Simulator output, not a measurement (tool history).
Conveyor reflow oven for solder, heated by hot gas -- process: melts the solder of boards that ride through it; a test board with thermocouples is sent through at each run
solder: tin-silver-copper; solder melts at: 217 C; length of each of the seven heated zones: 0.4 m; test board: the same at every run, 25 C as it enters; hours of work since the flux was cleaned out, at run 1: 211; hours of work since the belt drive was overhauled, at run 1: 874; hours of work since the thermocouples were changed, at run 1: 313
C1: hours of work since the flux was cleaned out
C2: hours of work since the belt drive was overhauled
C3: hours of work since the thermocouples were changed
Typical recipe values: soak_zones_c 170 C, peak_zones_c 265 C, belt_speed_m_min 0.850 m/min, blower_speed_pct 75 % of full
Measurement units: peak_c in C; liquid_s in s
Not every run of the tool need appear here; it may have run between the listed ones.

{"run": 1, "hour": 0.0, "soak_zones_c": 170, "peak_zones_c": 265, "belt_speed_m_min": 0.85, "blower_speed_pct": 75, "C1": 211, "C2": 874, "C3": 313, "peak_c": 246.4, "liquid_s": 37.3}
{"run": 2, "hour": 49.2, "soak_zones_c": 170, "peak_zones_c": 265, "belt_speed_m_min": 0.85, "blower_speed_pct": 75, "C1": 248, "C2": 911, "C3": 350, "peak_c": 246.1, "liquid_s": 37.0}
{"hour": 77.5, "done": "flux residue cleaned out of gas plates and filters"}
{"run": 3, "hour": 87.0, "soak_zones_c": 170, "peak_zones_c": 265, "belt_speed_m_min": 0.85, "blower_speed_pct": 75, "C1": 7, "C2": 936, "C3": 375, "peak_c": 243.5, "liquid_s": 34.8}
{"run": 4, "hour": 137.8, "soak_zones_c": 170, "peak_zones_c": 265, "belt_speed_m_min": 0.85, "blower_speed_pct": 75, "C1": 46, "C2": 975, "C3": 414, "peak_c": 243.1, "liquid_s": 34.6}
{"run": 5, "hour": 175.8, "soak_zones_c": 170, "peak_zones_c": 278, "belt_speed_m_min": 0.85, "blower_speed_pct": 75, "C1": 75, "C2": 1004, "C3": 442, "peak_c": 253.8, "liquid_s": 41.2}
{"run": 6, "hour": 215.4, "soak_zones_c": 170, "peak_zones_c": 278, "belt_speed_m_min": 0.85, "blower_speed_pct": 75, "C1": 105, "C2": 1034, "C3": 473, "peak_c": 253.2, "liquid_s": 40.7}
{"hour": 261.9, "done": "belt drive overhauled, speed set with a stopwatch"}
{"run": 7, "hour": 278.8, "soak_zones_c": 170, "peak_zones_c": 265, "belt_speed_m_min": 0.85, "blower_speed_pct": 75, "C1": 150, "C2": 13, "C3": 518, "peak_c": 241.6, "liquid_s": 32.7}
{"hour": 305.8, "done": "thermocouples of zones 6 and 7 changed"}
{"run": 8, "hour": 320.3, "soak_zones_c": 170, "peak_zones_c": 265, "belt_speed_m_min": 0.85, "blower_speed_pct": 75, "C1": 180, "C2": 43, "C3": 11, "peak_c": 241.0, "liquid_s": 32.0}
{"run": 9, "hour": 366.4, "soak_zones_c": 170, "peak_zones_c": 265, "belt_speed_m_min": 0.85, "blower_speed_pct": 75, "C1": 215, "C2": 78, "C3": 46, "peak_c": 240.6, "liquid_s": 31.6}
{"run": 10, "hour": 400.0, "soak_zones_c": 170, "peak_zones_c": 265, "belt_speed_m_min": 0.85, "blower_speed_pct": 75, "C1": 241, "C2": 103, "C3": 72, "peak_c": 240.3, "liquid_s": 31.2}
{"hour": 435.4, "done": "flux residue cleaned out of gas plates and filters"}
{"hour": 443.1, "done": "flux residue cleaned out of gas plates and filters, once more"}
{"run": 11, "hour": 444.9, "soak_zones_c": 170, "peak_zones_c": 254, "belt_speed_m_min": 0.85, "blower_speed_pct": 75, "C1": 1, "C2": 130, "C3": 98, "peak_c": 238.7, "liquid_s": 32.5}
{"run": 12, "hour": 499.4, "soak_zones_c": 170, "peak_zones_c": 254, "belt_speed_m_min": 0.85, "blower_speed_pct": 75, "C1": 43, "C2": 171, "C3": 140, "peak_c": 238.6, "liquid_s": 32.1}
{"run": 13, "hour": 544.0, "soak_zones_c": 170, "peak_zones_c": 254, "belt_speed_m_min": 0.85, "blower_speed_pct": 75, "C1": 77, "C2": 205, "C3": 173, "peak_c": 238.1, "liquid_s": 31.4}
{"run": 14, "hour": 576.1, "soak_zones_c": 170, "peak_zones_c": 265, "belt_speed_m_min": 0.85, "blower_speed_pct": 59, "C1": 101, "C2": 230, "C3": 198, "peak_c": 241.7, "liquid_s": 32.9}
{"run": 15, "hour": 607.0, "soak_zones_c": 170, "peak_zones_c": 265, "belt_speed_m_min": 0.85, "blower_speed_pct": 75, "C1": 125, "C2": 253, "C3": 221, "peak_c": 246.7, "liquid_s": 37.9}
{"run": 16, "hour": 664.6, "soak_zones_c": 170, "peak_zones_c": 265, "belt_speed_m_min": 0.85, "blower_speed_pct": 75, "C1": 168, "C2": 297, "C3": 265, "peak_c": 246.8, "liquid_s": 37.2}
{"run": 17, "hour": 702.7, "soak_zones_c": 170, "peak_zones_c": 275, "belt_speed_m_min": 0.88, "blower_speed_pct": 75, "C1": 197, "C2": 326, "C3": 294, "peak_c": 253.5, "liquid_s": 39.8}
{"run": 18, "hour": 736.8, "soak_zones_c": 167, "peak_zones_c": 279, "belt_speed_m_min": 0.88, "blower_speed_pct": 87, "C1": 223, "C2": 352, "C3": 320, "peak_c": 259.3, "liquid_s": 42.3}
{"run": 19, "hour": 765.1, "soak_zones_c": 167, "peak_zones_c": 279, "belt_speed_m_min": 0.88, "blower_speed_pct": 87, "C1": 245, "C2": 373, "C3": 342, "peak_c": 259.0, "liquid_s": 41.9}
{"hour": 795.0, "done": "flux residue cleaned out of gas plates and filters"}
{"run": 20, "hour": 828.2, "soak_zones_c": 167, "peak_zones_c": 277, "belt_speed_m_min": 0.88, "blower_speed_pct": 87, "C1": 25, "C2": 418, "C3": 386, "peak_c": 259.9, "liquid_s": 42.8}
{"run": 21, "hour": 881.4, "soak_zones_c": 167, "peak_zones_c": 277, "belt_speed_m_min": 0.88, "blower_speed_pct": 58, "C1": 66, "C2": 458, "C3": 426, "peak_c": 249.2, "liquid_s": 35.7}
{"run": 22, "hour": 906.1, "soak_zones_c": 167, "peak_zones_c": 277, "belt_speed_m_min": 0.88, "blower_speed_pct": 58, "C1": 84, "C2": 477, "C3": 445, "peak_c": 249.1, "liquid_s": 35.7}
{"run": 23, "hour": 936.4, "soak_zones_c": 170, "peak_zones_c": 265, "belt_speed_m_min": 0.957, "blower_speed_pct": 59, "C1": 107, "C2": 500, "C3": 468, "peak_c": 236.9, "liquid_s": 25.0}
{"run": 24, "hour": 977.1, "soak_zones_c": 170, "peak_zones_c": 265, "belt_speed_m_min": 0.957, "blower_speed_pct": 59, "C1": 138, "C2": 531, "C3": 499, "peak_c": 236.6, "liquid_s": 24.2}
{"hour": 1031.2, "done": "thermocouples of zones 6 and 7 changed"}
{"run": 25, "hour": 1039.9, "soak_zones_c": 170, "peak_zones_c": 267, "belt_speed_m_min": 0.869, "blower_speed_pct": 59, "C1": 185, "C2": 577, "C3": 7, "peak_c": 241.3, "liquid_s": 31.7}
{"run": 26, "hour": 1066.7, "soak_zones_c": 170, "peak_zones_c": 265, "belt_speed_m_min": 0.871, "blower_speed_pct": 75, "C1": 205, "C2": 597, "C3": 27, "peak_c": 245.0, "liquid_s": 35.1}
{"run": 27, "hour": 1091.3, "soak_zones_c": 174, "peak_zones_c": 265, "belt_speed_m_min": 0.871, "blower_speed_pct": 75, "C1": 224, "C2": 616, "C3": 46, "peak_c": 245.4, "liquid_s": 36.6}
{"run": 28, "hour": 1134.3, "soak_zones_c": 158, "peak_zones_c": 268, "belt_speed_m_min": 0.801, "blower_speed_pct": 62, "C1": 256, "C2": 649, "C3": 78, "peak_c": 243.3, "liquid_s": 33.7}
{"hour": 1148.7, "done": "flux residue cleaned out of gas plates and filters"}
{"run": 29, "hour": 1170.5, "soak_zones_c": 178, "peak_zones_c": 257, "belt_speed_m_min": 0.905, "blower_speed_pct": 82, "C1": 17, "C2": 672, "C3": 102, "peak_c": 242.3, "liquid_s": 34.9}
{"run": 30, "hour": 1226.7, "soak_zones_c": 178, "peak_zones_c": 257, "belt_speed_m_min": 0.905, "blower_speed_pct": 82, "C1": 59, "C2": 715, "C3": 145, "peak_c": 242.0, "liquid_s": 34.7}
{"run": 31, "hour": 1252.4, "soak_zones_c": 178, "peak_zones_c": 257, "belt_speed_m_min": 0.905, "blower_speed_pct": 82, "C1": 79, "C2": 735, "C3": 164, "peak_c": 241.7, "liquid_s": 34.5}

Consider 3 possible next runs. They are alternatives, not a sequence: every one starts from the tool as it was left by run 31. What does each give?
{"run": "A", "hour": 1288.3, "soak_zones_c": 178, "peak_zones_c": 254, "belt_speed_m_min": 0.905, "blower_speed_pct": 78, "C1": 106, "C2": 762, "C3": 192, "peak_c": "?", "liquid_s": "?"}
{"run": "B", "hour": 1288.3, "soak_zones_c": 170, "peak_zones_c": 265, "belt_speed_m_min": 0.819, "blower_speed_pct": 63, "C1": 106, "C2": 762, "C3": 192, "peak_c": "?", "liquid_s": "?"}
{"run": "C", "hour": 1288.3, "soak_zones_c": 178, "peak_zones_c": 257, "belt_speed_m_min": 0.806, "blower_speed_pct": 84, "C1": 106, "C2": 762, "C3": 192, "peak_c": "?", "liquid_s": "?"}

run=A peak_c=238.2 liquid_s=31.4
run=B peak_c=244.4 liquid_s=37.1
run=C peak_c=245.1 liquid_s=42.4
The same runs, with their run-to-run variation unchanged, on a tool lacking any hidden condition would have given:
run=A peak_c=239.0 liquid_s=32.2
run=B peak_c=245.2 liquid_s=37.7
run=C peak_c=245.8 liquid_s=42.9

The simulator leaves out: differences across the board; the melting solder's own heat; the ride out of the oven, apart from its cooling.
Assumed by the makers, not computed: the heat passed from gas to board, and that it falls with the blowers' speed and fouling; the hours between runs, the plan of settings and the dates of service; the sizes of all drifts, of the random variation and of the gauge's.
